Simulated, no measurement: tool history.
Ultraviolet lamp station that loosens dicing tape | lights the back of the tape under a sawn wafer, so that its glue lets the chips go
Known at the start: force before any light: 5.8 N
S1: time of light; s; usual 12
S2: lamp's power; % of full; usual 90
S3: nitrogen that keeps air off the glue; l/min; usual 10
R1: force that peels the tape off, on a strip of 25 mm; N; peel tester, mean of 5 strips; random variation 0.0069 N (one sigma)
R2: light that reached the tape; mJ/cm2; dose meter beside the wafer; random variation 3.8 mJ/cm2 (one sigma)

run,hour,S1,S2,S3,R1,R2
1,0,12,90,10,0.282,593
2,18.2,12,90,10,0.29,591
3,28.8,8,90,10,0.604,388
4,45.9,12,90,10,0.284,575
5,54.2,12,90,10,0.281,575
6,62.5,12,90,10,0.287,571
7,72.7,12,90,10,0.293,574
8,84.2,12,90,10,0.296,567
9,99.3,12,70,10,0.486,438
10,111,12,90,10,0.297,553
# hour 112.9: window cleaned of glue's vapour
11,127.5,12,68,10,0.575,397
12,138,12,90,13,0.297,542
13,151.9,14,90,13,0.232,612
14,160.3,15,70,10,0.364,510
15,169.1,15,70,10,0.358,508
# hour 170.9: window cleaned of glue's vapour, once more
16,188.6,6,70,9,1.49,223
17,200,19,70,5,0.265,711
18,216.9,19,70,5,0.275,702
19,236.6,17,66,12,0.263,575
20,252.1,7,86,3,1.406,310

Hidden state or all else? Some run-to-run changes of R1, split into what the settings, what came in and random variation would give without the hidden state, and what is left for the hidden state (with any gauge scatter that isn't in both results):
The hidden state here: lamp's light, % of a new lamp's; light that the window lets through, % of a clean one's; drift of the gauge itself on peel_n, %; drift of the gauge itself on dose_mj_cm2, %.
Run 16 -> 17: S1 6 -> 19, S3 9 -> 5. R1 -1.225 N: hidden state -0.157, all else -1.068.
Run 19 -> 20: S1 17 -> 7, S2 66 -> 86, S3 12 -> 3. R1 +1.143 N: hidden state +0.213, all else +0.93.
